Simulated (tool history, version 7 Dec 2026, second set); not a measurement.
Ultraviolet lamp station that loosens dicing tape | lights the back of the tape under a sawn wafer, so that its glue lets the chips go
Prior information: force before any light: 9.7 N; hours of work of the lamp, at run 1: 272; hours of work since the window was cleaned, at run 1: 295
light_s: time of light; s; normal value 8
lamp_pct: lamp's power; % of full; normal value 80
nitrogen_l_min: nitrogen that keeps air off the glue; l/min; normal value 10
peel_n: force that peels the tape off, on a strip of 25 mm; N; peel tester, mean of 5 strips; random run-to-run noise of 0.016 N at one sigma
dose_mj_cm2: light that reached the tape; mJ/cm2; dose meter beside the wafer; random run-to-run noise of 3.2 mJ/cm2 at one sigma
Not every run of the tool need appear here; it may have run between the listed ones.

run,day,light_s,lamp_pct,nitrogen_l_min,hours of work of the lamp,hours of work since the window was cleaned,peel_n,dose_mj_cm2
1,0,8,80,10,272,295,0.959,463
2,0.296,8,80,10,276,299,0.982,465
3,0.725,8,80,9,281,305,1.009,466
4,1.283,8,80,3,289,312,1.652,459
5,1.642,8,71,3,294,317,2.012,405
6,2.321,8,71,3,303,326,2.047,407
7,2.638,8,71,3,307,330,2.061,402
8,3.192,8,67,9,314,338,1.447,382
9,3.717,6,67,5,321,345,2.755,287
10,4.171,8,76,4,327,351,1.679,429
11,4.679,8,76,4,334,358,1.596,432

What does the tool deliver on the next run?
12,5.342,10,69,10,343,366,?,?

{"run 12": {"peel_n": 0.852, "dose_mj_cm2": 487}}
Without the tool's hidden state the same run would have given peel_n 0.651 N, dose_mj_cm2 547 mJ/cm2.

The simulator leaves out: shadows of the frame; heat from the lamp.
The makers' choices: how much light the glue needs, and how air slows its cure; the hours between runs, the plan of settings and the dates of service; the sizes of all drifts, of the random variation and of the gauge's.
